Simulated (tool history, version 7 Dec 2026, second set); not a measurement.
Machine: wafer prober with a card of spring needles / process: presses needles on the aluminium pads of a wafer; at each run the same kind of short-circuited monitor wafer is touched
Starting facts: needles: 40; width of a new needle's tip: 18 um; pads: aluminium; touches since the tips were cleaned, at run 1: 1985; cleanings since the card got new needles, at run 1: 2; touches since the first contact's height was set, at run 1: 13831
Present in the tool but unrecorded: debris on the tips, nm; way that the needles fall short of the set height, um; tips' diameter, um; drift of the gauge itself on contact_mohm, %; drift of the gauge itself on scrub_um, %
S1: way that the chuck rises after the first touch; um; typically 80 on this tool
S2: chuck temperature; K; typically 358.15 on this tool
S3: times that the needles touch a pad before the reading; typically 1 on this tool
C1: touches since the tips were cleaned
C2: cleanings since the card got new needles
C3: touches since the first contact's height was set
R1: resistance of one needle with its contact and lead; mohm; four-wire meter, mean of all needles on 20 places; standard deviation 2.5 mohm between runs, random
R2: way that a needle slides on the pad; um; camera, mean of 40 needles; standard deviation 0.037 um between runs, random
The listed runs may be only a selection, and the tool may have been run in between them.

run	hour	S1	S2	S3	C1	C2	C3	R1	R2
1	0	80	358.15	1	1985	2	13831	395	11.83
# hour 14.6: tips cleaned on abrasive film
2	25.2	81	358.15	1	2630	3	20068	414	11.99
# hour 37.8: tips cleaned on abrasive film
3	42.3	81	358.15	1	1108	4	24283	353	12.03
4	53.9	81	358.15	1	3996	4	27171	439	11.98
# hour 61.8: tips cleaned on abrasive film
5	69.6	81	358.15	1	1946	5	31040	395	11.96
# hour 85: tips cleaned on abrasive film
6	95.2	81	358.15	1	2532	6	37372	401	12
# hour 108: tips cleaned on abrasive film
7	112.4	81	358.15	1	1096	7	41604	344	11.97
8	124.9	81	358.15	1	4197	7	44705	437	11.9
# hour 131.9: tips cleaned on abrasive film
9	143.5	72	358.15	1	2890	8	49307	443	10.66
# hour 155.8: tips cleaned on abrasive film
10	166.4	72	358.15	1	2616	9	54950	432	10.57
# hour 178.5: tips cleaned on abrasive film
11	187.6	72	301.15	1	2269	10	60197	415	10.59
# hour 201.9: tips cleaned on abrasive film
12	214.5	72	301.15	1	3127	11	66839	463	10.62
# hour 224.6: tips cleaned on abrasive film
13	235	91	330.15	3	2587	12	71921	310	13.34
# hour 247.9: tips cleaned on abrasive film
14	247.9	74	358.15	1	0	13	75098	295	10.74
# hour 250.8: height of the first contact set anew
15	259.7	74	358.15	1	2849	13	2223	439	10.71
# hour 271.3: tips cleaned on abrasive film
16	286.2	80	358.15	2	3710	14	8776	381	11.54
# hour 295.3: tips cleaned on abrasive film
17	311.4	67	358.15	2	4008	15	15016	422	9.62
# hour 318.8: tips cleaned on abrasive film
# hour 322.8: height of the first contact set anew, once more
18	327.4	67	358.15	2	2062	16	1142	380	9.91
19	341.4	75	358.15	1	5548	16	4628	487	11.11
# hour 343.3: tips cleaned on abrasive film
20	356.3	74	358.15	2	3218	17	8297	388	10.96
# hour 368.2: tips cleaned on abrasive film
21	372.6	80	358.15	1	1079	18	12316	354	11.85
22	386.6	66	358.15	2	4547	18	15784	425	9.74
# hour 391: tips cleaned on abrasive film
23	411.2	71	348.15	2	5017	19	21869	424	10.5
# hour 415.7: tips cleaned on abrasive film
24	436.8	93	358.15	1	5238	20	28213	419	13.77

4 options for the next run, each taken on its own from the tool as it stands now. Forecast them:
# hour 439.4: tips cleaned on abrasive film
A	450.6	95	351.15	1	2787	21	31601	?	?
# hour 439.4: tips cleaned on abrasive film
B	450.6	79	302.15	3	2787	21	31601	?	?
# hour 439.4: tips cleaned on abrasive film
C	450.6	69	355.15	1	2787	21	31601	?	?
# hour 439.4: tips cleaned on abrasive film
D	450.6	93	358.15	1	2787	21	31601	?	?

run	R1	R2
A	378	14.01
B	322	11.67
C	468	10.13
D	389	13.71
Had the tool no hidden state, the same runs would have come out as:
run	R1	R2
A	277	14.1
B	267	11.76
C	288	10.21
D	284	13.79
